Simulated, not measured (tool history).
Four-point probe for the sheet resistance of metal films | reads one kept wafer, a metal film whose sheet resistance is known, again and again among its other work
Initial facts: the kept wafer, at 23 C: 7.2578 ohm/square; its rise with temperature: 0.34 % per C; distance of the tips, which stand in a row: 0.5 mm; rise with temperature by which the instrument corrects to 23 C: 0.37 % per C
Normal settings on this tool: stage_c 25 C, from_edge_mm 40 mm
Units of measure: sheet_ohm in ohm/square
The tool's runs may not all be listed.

| run | hour | stage_c | from_edge_mm | sheet_ohm |
|---|---|---|---|---|
| 1 | 0 | 25 | 40 | 7.254088 |
| 2 | 60.5 | 25 | 40 | 7.249381 |
| 3 | 131.3 | 28 | 40 | 7.243982 |
| 4 | 182.7 | 28 | 40 | 7.245129 |
| 5 | 253.3 | 28 | 40 | 7.245022 |
| 6 | 327.8 | 28 | 40 | 7.246585 |
| 7 | 401.4 | 28 | 40 | 7.246893 |
| 8 | 441.9 | 28 | 40 | 7.244571 |
| 9 | 492.4 | 28 | 40 | 7.246698 |
| 10 | 567.6 | 28 | 40 | 7.248344 |
| 11 | 667.3 | 28 | 40 | 7.248457 |
| 12 | 756.6 | 25 | 40 | 7.251555 |
| 13 | 839.5 | 25 | 6 | 7.279369 |
| 14 | 894.1 | 25 | 6 | 7.281722 |
| 15 | 985.5 | 25 | 4 | 7.313791 |
| 16 | 1052.2 | 25 | 4 | 7.314174 |
| 17 | 1110.8 | 25 | 4 | 7.312971 |
| 18 | 1197.5 | 20 | 40 | 7.266016 |
| 19 | 1282.5 | 20 | 40 | 7.266219 |
| 20 | 1340.2 | 18 | 10 | 7.278744 |
| 21 | 1432.1 | 23 | 10 | 7.265735 |
| 22 | 1480.8 | 34 | 6 | 7.257624 |
| 23 | 1578.4 | 34 | 13 | 7.238626 |
| 24 | 1672.3 | 29 | 43 | 7.244949 |
| 25 | 1730.4 | 29 | 43 | 7.246893 |
| 26 | 1816.2 | 21 | 43 | 7.264246 |
| 27 | 1878.9 | 23 | 23 | 7.259287 |
| 28 | 1920.2 | 30 | 32 | 7.244031 |
| 29 | 1999.8 | 30 | 32 | 7.243879 |
| 30 | 2045.6 | 30 | 32 | 7.242481 |
| 31 | 2113.3 | 30 | 32 | 7.244184 |
| 32 | 2197.3 | 35 | 8 | 7.245389 |
| 33 | 2238.6 | 21 | 13 | 7.268558 |
| 34 | 2283.7 | 21 | 13 | 7.269294 |
| 35 | 2324.4 | 21 | 13 | 7.271604 |
| 36 | 2364.8 | 19 | 8 | 7.283124 |

Missing from the log above: 2 entries noted between runs. For each, name the pair of listed runs it sits between and say how the tool's hidden condition differs from the listed run just before to the listed run just after:
Run 10 -> run 11: stage's thermometer calibrated (hour 667.3)
  wafer's true temperature over the reading, C: -0.01 -> 0
Run 22 -> run 23: new probe head fitted (hour 1499.2)
  inner tips' distance over the nominal, %: -0.012 -> 0.006; tips' flats over new ones', %: 1 -> 0
